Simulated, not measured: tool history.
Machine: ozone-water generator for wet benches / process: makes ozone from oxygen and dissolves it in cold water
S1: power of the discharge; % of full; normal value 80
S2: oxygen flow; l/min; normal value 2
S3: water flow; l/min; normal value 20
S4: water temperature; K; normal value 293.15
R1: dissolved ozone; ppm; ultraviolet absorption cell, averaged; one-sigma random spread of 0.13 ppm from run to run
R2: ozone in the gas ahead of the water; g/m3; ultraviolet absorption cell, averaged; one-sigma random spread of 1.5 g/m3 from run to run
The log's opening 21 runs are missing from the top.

Run 22, hour 1009.8: usual settings. Result: R1 14.4 ppm, R2 266.6 g/m3.
Run 23, hour 1074.8: usual settings. Result: R1 14.6 ppm, R2 268.8 g/m3.
Run 24, hour 1106.3: usual settings but S2 1.22 l/min. Result: R1 12.1 ppm, R2 327.1 g/m3.
Run 25, hour 1165.1: usual settings but S2 1.15 l/min. Result: R1 11.6 ppm, R2 333.1 g/m3.
Run 26, hour 1217.9: usual settings but S2 1.15 l/min. Result: R1 11.7 ppm, R2 334.3 g/m3.
Run 27, hour 1259.1: usual settings but S1 66 % of full, S2 1.15 l/min, S3 28 l/min, S4 300.15 K. Result: R1 6.6 ppm, R2 298.2 g/m3.
Run 28, hour 1292.5: usual settings but S1 84 % of full, S2 1.59 l/min, S3 21 l/min, S4 292.15 K. Result: R1 13.2 ppm, R2 298.7 g/m3.
Run 29, hour 1342.8: usual settings but S2 1.84 l/min. Result: R1 14.4 ppm, R2 275.7 g/m3.
Run 30, hour 1400.4: usual settings but S1 51 % of full, S3 21 l/min. Result: R1 10.8 ppm, R2 205 g/m3.
At hour 1427.6: gauge calibrated.
Run 31, hour 1440.3: usual settings but S1 51 % of full, S3 21 l/min. Result: R1 10.6 ppm, R2 212.4 g/m3.
Run 32, hour 1507.8: usual settings but S1 69 % of full, S3 26 l/min, S4 295.15 K. Result: R1 10 ppm, R2 250.7 g/m3.
Run 33, hour 1554.9: usual settings but S1 69 % of full, S3 15 l/min, S4 295.15 K. Result: R1 17.6 ppm, R2 248.3 g/m3.
Run 34, hour 1621.6: usual settings but S1 69 % of full, S2 1.77 l/min, S3 19 l/min, S4 295.15 K. Result: R1 13.4 ppm, R2 264.5 g/m3.

Consider 3 possible next runs. They are alternatives, not a sequence: every one starts from the tool as it was left by run 34. What does each give?
Run A, hour 1676.4: usual settings but S1 66 % of full, S2 1.02 l/min, S3 15 l/min, S4 295.15 K. Result: R1 ?, R2 ?.
Run B, hour 1676.4: usual settings but S1 82 % of full. Result: R1 ?, R2 ?.
Run C, hour 1676.4: usual settings but S1 69 % of full, S2 1.72 l/min, S3 23 l/min, S4 300.15 K. Result: R1 ?, R2 ?.

run    R1     R2
  A  13.6  320.5
  B    15  275.2
  C  10.3  266.9
With no hidden state in the tool, these same runs would have given:
run    R1     R2
  A  13.7  322.3
  B    15  276.8
  C  10.3  268.5

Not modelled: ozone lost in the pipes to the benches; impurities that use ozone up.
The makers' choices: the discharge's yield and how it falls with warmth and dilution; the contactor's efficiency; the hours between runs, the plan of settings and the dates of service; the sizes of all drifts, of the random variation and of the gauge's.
